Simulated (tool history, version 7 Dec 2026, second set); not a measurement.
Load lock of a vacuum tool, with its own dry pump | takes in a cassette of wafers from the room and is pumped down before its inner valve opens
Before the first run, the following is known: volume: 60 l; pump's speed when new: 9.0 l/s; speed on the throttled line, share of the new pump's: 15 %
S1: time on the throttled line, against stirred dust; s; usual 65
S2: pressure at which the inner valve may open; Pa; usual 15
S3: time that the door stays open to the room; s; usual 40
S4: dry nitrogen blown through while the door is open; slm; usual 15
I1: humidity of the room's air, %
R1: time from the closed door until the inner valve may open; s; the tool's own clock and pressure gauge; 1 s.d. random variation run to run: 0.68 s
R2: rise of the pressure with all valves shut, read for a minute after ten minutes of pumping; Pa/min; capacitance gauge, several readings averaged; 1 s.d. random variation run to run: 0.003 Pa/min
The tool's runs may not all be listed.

run	hour	S1	S2	S3	S4	I1	R1	R2
1	0	65	15	40	15	42.3	118.5	0.056
2	81.1	65	15	40	15	43.4	118.6	0.058
3	123.7	65	15	40	15	43.5	120.4	0.061
4	179.2	65	15	40	15	47.1	120.1	0.067
5	237.3	65	15	40	15	49.4	119.1	0.066
6	326.9	65	15	40	15	45.6	119.2	0.063
7	431.1	65	15	40	15	45.7	119	0.068
8	498.6	65	15	40	15	42.9	120.2	0.069
9	600.7	65	15	138	15	43.7	120.6	0.082
10	645.3	65	15	40	15	44.4	120	0.069
11	714	65	15	40	15	44.5	120	0.074
12	802	65	15	40	15	43.4	121	0.076
13	881.9	56	15	35	19	44.1	112.3	0.078
14	926.4	56	15	35	19	44.3	112.3	0.071
15	991	84	24	31	36	44.2	132.5	0.073
16	1066.8	83	13	179	15	46.1	135.9	0.104
17	1115	65	27	39	15	44.5	116	0.079
18	1158.4	74	22	161	11	47	124.9	0.096
19	1207.7	93	11	67	6	44	145.4	0.089
20	1311.7	93	16	67	6	50.7	144.1	0.098
21	1365.7	86	15	40	15	40.9	137.4	0.083

Measured result minus the same run's result without the hidden state. Both carry the same run-to-run variation, though not necessarily the same gauge scatter:
Hidden conditions of the tool in this case: pump's speed, % of a new pump's; leak at the door's seal, Pa l/s; drift of the gauge itself on ready_s, %; drift of the gauge itself on rise_pa_min, %.
run	R1	R2
1	+5.4	+0.041
2	+5.4	+0.041
3	+5.4	+0.042
4	+5.7	+0.043
5	+5.6	+0.044
6	+5.7	+0.045
7	+5.8	+0.046
8	+5.9	+0.048
9	+6	+0.049
10	+6	+0.05
11	+6	+0.052
12	+6.1	+0.052
13	+6.1	+0.055
14	+6.1	+0.054
15	+5.3	+0.056
16	+5.8	+0.056
17	+5.8	+0.056
18	+5.8	+0.058
19	+5.8	+0.059
20	+5.7	+0.061
21	+5.8	+0.06
